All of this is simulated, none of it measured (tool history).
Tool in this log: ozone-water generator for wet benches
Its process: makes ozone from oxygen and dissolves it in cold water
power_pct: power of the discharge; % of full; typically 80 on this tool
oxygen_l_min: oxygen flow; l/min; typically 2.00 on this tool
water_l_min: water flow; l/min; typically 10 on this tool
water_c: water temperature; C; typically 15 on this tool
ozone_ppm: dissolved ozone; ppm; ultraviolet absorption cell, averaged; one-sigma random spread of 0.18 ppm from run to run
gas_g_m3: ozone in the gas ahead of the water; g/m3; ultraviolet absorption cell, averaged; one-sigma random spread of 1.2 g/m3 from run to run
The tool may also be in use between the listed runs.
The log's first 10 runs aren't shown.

Run 11, hour 830.6: usual settings but water_c 18 C. Result: ozone_ppm 23.3 ppm, gas_g_m3 230.3 g/m3.
Run 12, hour 885.5: usual settings but oxygen_l_min 3.46 l/min. Result: ozone_ppm 27.8 ppm, gas_g_m3 193.8 g/m3.
Run 13, hour 1002.7: usual settings but oxygen_l_min 3.46 l/min. Result: ozone_ppm 28.1 ppm, gas_g_m3 196.7 g/m3.
Run 14, hour 1062.8: usual settings but oxygen_l_min 3.46 l/min. Result: ozone_ppm 27.4 ppm, gas_g_m3 195.8 g/m3.
Run 15, hour 1118.5: usual settings. Result: ozone_ppm 24.1 ppm, gas_g_m3 234.0 g/m3.
Run 16, hour 1186.9: usual settings. Result: ozone_ppm 24.4 ppm, gas_g_m3 232.3 g/m3.
Run 17, hour 1283.7: usual settings. Result: ozone_ppm 24.2 ppm, gas_g_m3 233.2 g/m3.
Run 18, hour 1396.0: usual settings. Result: ozone_ppm 24.2 ppm, gas_g_m3 233.6 g/m3.
At hour 1480.6: gauge calibrated.
Run 19, hour 1500.9: usual settings. Result: ozone_ppm 24.3 ppm, gas_g_m3 228.2 g/m3.
Run 20, hour 1620.9: usual settings but power_pct 42 % of full, water_c 12 C. Result: ozone_ppm 17.9 ppm, gas_g_m3 162.5 g/m3.
Run 21, hour 1686.6: usual settings but power_pct 42 % of full, water_c 12 C. Result: ozone_ppm 17.9 ppm, gas_g_m3 162.9 g/m3.
Run 22, hour 1745.7: usual settings but oxygen_l_min 3.17 l/min, water_l_min 9 l/min, water_c 22 C. Result: ozone_ppm 26.5 ppm, gas_g_m3 196.8 g/m3.
At hour 1765.1: contactor cleaned.
Run 23, hour 1833.0: usual settings but oxygen_l_min 3.17 l/min, water_l_min 9 l/min, water_c 22 C. Result: ozone_ppm 26.2 ppm, gas_g_m3 199.2 g/m3.
Run 24, hour 1932.3: usual settings but power_pct 81 % of full, water_c 13 C. Result: ozone_ppm 24.9 ppm, gas_g_m3 231.4 g/m3.
Run 25, hour 2008.8: usual settings but power_pct 41 % of full, oxygen_l_min 1.76 l/min, water_l_min 11 l/min, water_c 13 C. Result: ozone_ppm 15.5 ppm, gas_g_m3 167.4 g/m3.
Run 26, hour 2076.5: usual settings but power_pct 100 % of full, oxygen_l_min 2.68 l/min, water_l_min 6 l/min, water_c 18 C. Result: ozone_ppm 39.6 ppm, gas_g_m3 238.8 g/m3.

Run 27 comes next. What will it give?
Run 27, hour 2193.2: usual settings but oxygen_l_min 1.77 l/min. Result: ozone_ppm ?, gas_g_m3 ?.

ozone_ppm: 23.2 ppm
gas_g_m3: 239.9 g/m3
The same run, on a tool lacking any hidden state, would have yielded ozone_ppm 23.2 ppm, gas_g_m3 237.0 g/m3.

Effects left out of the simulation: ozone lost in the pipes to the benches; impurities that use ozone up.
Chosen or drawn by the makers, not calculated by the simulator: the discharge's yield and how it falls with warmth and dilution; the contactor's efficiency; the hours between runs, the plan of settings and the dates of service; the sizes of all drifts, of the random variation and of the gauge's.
